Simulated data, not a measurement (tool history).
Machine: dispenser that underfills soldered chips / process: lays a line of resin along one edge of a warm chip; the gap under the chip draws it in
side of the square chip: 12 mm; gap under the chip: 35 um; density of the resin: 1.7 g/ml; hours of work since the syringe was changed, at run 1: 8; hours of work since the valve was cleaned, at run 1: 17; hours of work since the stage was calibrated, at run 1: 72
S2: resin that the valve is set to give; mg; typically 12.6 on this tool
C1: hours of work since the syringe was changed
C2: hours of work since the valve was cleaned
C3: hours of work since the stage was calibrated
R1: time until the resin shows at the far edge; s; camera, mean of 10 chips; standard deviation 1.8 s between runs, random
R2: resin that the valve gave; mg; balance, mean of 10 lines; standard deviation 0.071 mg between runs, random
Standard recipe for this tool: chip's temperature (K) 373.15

{"run": 1, "day": 0.0, "chip's temperature (K)": 373.15, "S2": 12.6, "C1": 8, "C2": 17, "C3": 72, "R1": 291.2, "R2": 12.35}
{"day": 0.271, "done": "new syringe of resin"}
{"run": 2, "day": 0.271, "chip's temperature (K)": 373.15, "S2": 12.6, "C1": 0, "C2": 21, "C3": 77, "R1": 179, "R2": 12.29}
{"run": 3, "day": 0.758, "chip's temperature (K)": 373.15, "S2": 12.6, "C1": 8, "C2": 29, "C3": 85, "R1": 295, "R2": 12.22}
{"day": 1.038, "done": "new syringe of resin"}
{"run": 4, "day": 1.292, "chip's temperature (K)": 373.15, "S2": 12.6, "C1": 4, "C2": 37, "C3": 93, "R1": 232.4, "R2": 12.19}
{"day": 1.783, "done": "new syringe of resin"}
{"run": 5, "day": 1.804, "chip's temperature (K)": 373.15, "S2": 12.6, "C1": 0, "C2": 45, "C3": 101, "R1": 188, "R2": 11.99}
{"run": 6, "day": 2.125, "chip's temperature (K)": 373.15, "S2": 12.6, "C1": 6, "C2": 51, "C3": 106, "R1": 256.8, "R2": 12.01}
{"run": 7, "day": 2.425, "chip's temperature (K)": 373.15, "S2": 10.8, "C1": 10, "C2": 55, "C3": 111, "R1": 370.3, "R2": 10.24}
{"day": 2.554, "done": "new syringe of resin"}
{"run": 8, "day": 2.946, "chip's temperature (K)": 373.15, "S2": 10.8, "C1": 6, "C2": 64, "C3": 120, "R1": 286.7, "R2": 10.3}
{"run": 9, "day": 3.196, "chip's temperature (K)": 373.15, "S2": 11.5, "C1": 10, "C2": 68, "C3": 124, "R1": 367.2, "R2": 10.78}
{"day": 3.304, "done": "new syringe of resin"}
{"run": 10, "day": 3.692, "chip's temperature (K)": 373.15, "S2": 11.5, "C1": 6, "C2": 76, "C3": 132, "R1": 279.1, "R2": 10.6}
{"day": 4.088, "done": "new syringe of resin"}
{"run": 11, "day": 4.229, "chip's temperature (K)": 373.15, "S2": 11.5, "C1": 2, "C2": 84, "C3": 140, "R1": 214.2, "R2": 10.61}
{"run": 12, "day": 4.754, "chip's temperature (K)": 373.15, "S2": 11.5, "C1": 11, "C2": 93, "C3": 149, "R1": 367.9, "R2": 10.4}
{"day": 4.842, "done": "new syringe of resin"}
{"run": 13, "day": 5.192, "chip's temperature (K)": 373.15, "S2": 11.5, "C1": 6, "C2": 100, "C3": 156, "R1": 279, "R2": 10.48}
{"run": 14, "day": 5.483, "chip's temperature (K)": 385.15, "S2": 12.6, "C1": 10, "C2": 105, "C3": 160, "R1": 229, "R2": 11.38}
{"day": 5.579, "done": "new syringe of resin"}
{"run": 15, "day": 5.783, "chip's temperature (K)": 385.15, "S2": 12.6, "C1": 3, "C2": 109, "C3": 165, "R1": 144.2, "R2": 11.24}
{"run": 16, "day": 6.288, "chip's temperature (K)": 367.15, "S2": 15.1, "C1": 12, "C2": 117, "C3": 173, "R1": 475.8, "R2": 13.48}
{"day": 6.329, "done": "new syringe of resin"}
{"run": 17, "day": 6.638, "chip's temperature (K)": 368.15, "S2": 12.7, "C1": 5, "C2": 123, "C3": 179, "R1": 309.7, "R2": 11.21}
{"run": 18, "day": 7.021, "chip's temperature (K)": 371.15, "S2": 12.5, "C1": 11, "C2": 129, "C3": 185, "R1": 403.7, "R2": 11.04}
{"day": 7.079, "done": "new syringe of resin"}
{"run": 19, "day": 7.533, "chip's temperature (K)": 358.15, "S2": 12.7, "C1": 7, "C2": 137, "C3": 193, "R1": 542.6, "R2": 11.24}
{"day": 7.825, "done": "new syringe of resin"}
{"run": 20, "day": 8.033, "chip's temperature (K)": 358.15, "S2": 12.7, "C1": 3, "C2": 145, "C3": 201, "R1": 423.1, "R2": 11.07}
{"day": 8.3, "done": "dispensing valve cleaned and set on the balance"}
{"run": 21, "day": 8.446, "chip's temperature (K)": 388.15, "S2": 12, "C1": 9, "C2": 2, "C3": 207, "R1": 191.5, "R2": 11.95}
{"day": 8.621, "done": "new syringe of resin"}
{"run": 22, "day": 8.696, "chip's temperature (K)": 375.15, "S2": 15.6, "C1": 1, "C2": 6, "C3": 211, "R1": 179.2, "R2": 15.59}
{"run": 23, "day": 9.15, "chip's temperature (K)": 386.15, "S2": 13, "C1": 9, "C2": 14, "C3": 219, "R1": 191.8, "R2": 12.77}
{"day": 9.388, "done": "new syringe of resin"}
{"run": 24, "day": 9.525, "chip's temperature (K)": 376.15, "S2": 10.8, "C1": 2, "C2": 20, "C3": 224, "R1": 200.1, "R2": 10.55}
{"run": 25, "day": 10.004, "chip's temperature (K)": 385.15, "S2": 15.5, "C1": 10, "C2": 27, "C3": 232, "R1": 210.5, "R2": 15.2}
{"day": 10.142, "done": "new syringe of resin"}
{"run": 26, "day": 10.458, "chip's temperature (K)": 385.15, "S2": 15.5, "C1": 5, "C2": 35, "C3": 240, "R1": 159.3, "R2": 15.05}
{"run": 27, "day": 10.742, "chip's temperature (K)": 363.15, "S2": 13.1, "C1": 10, "C2": 39, "C3": 244, "R1": 510.8, "R2": 12.58}
{"day": 10.9, "done": "new syringe of resin"}
{"run": 28, "day": 11.05, "chip's temperature (K)": 373.15, "S2": 15.2, "C1": 2, "C2": 44, "C3": 249, "R1": 208.2, "R2": 14.59}
{"run": 29, "day": 11.392, "chip's temperature (K)": 384.15, "S2": 13.5, "C1": 8, "C2": 50, "C3": 255, "R1": 194.9, "R2": 12.85}

Some steps in R1 between neighbouring runs. How much of each would the tool show without its hidden state too (settings, what came in, random variation), and how much is left for the hidden state, with any gauge scatter that isn't in both results?
Hidden conditions of the tool in this case: resin's viscosity, % of fresh resin's; dose that the valve gives, % of what is set; true chip temperature over the reading, C; drift of the gauge itself on fill_s, %; drift of the gauge itself on given_mg, %.
Run 15 -> 16: chip's temperature (K) 385.15 -> 367.15, S2 12.6 -> 15.1. R1 +331.6 s: hidden state +221, all else +110.6.
Run 26 -> 27: chip's temperature (K) 385.15 -> 363.15, S2 15.5 -> 13.1. R1 +351.5 s: hidden state +197.6, all else +153.9.
Run 27 -> 28: chip's temperature (K) 363.15 -> 373.15, S2 13.1 -> 15.2, new syringe of resin. R1 -302.6 s: hidden state -208.8, all else -93.8.
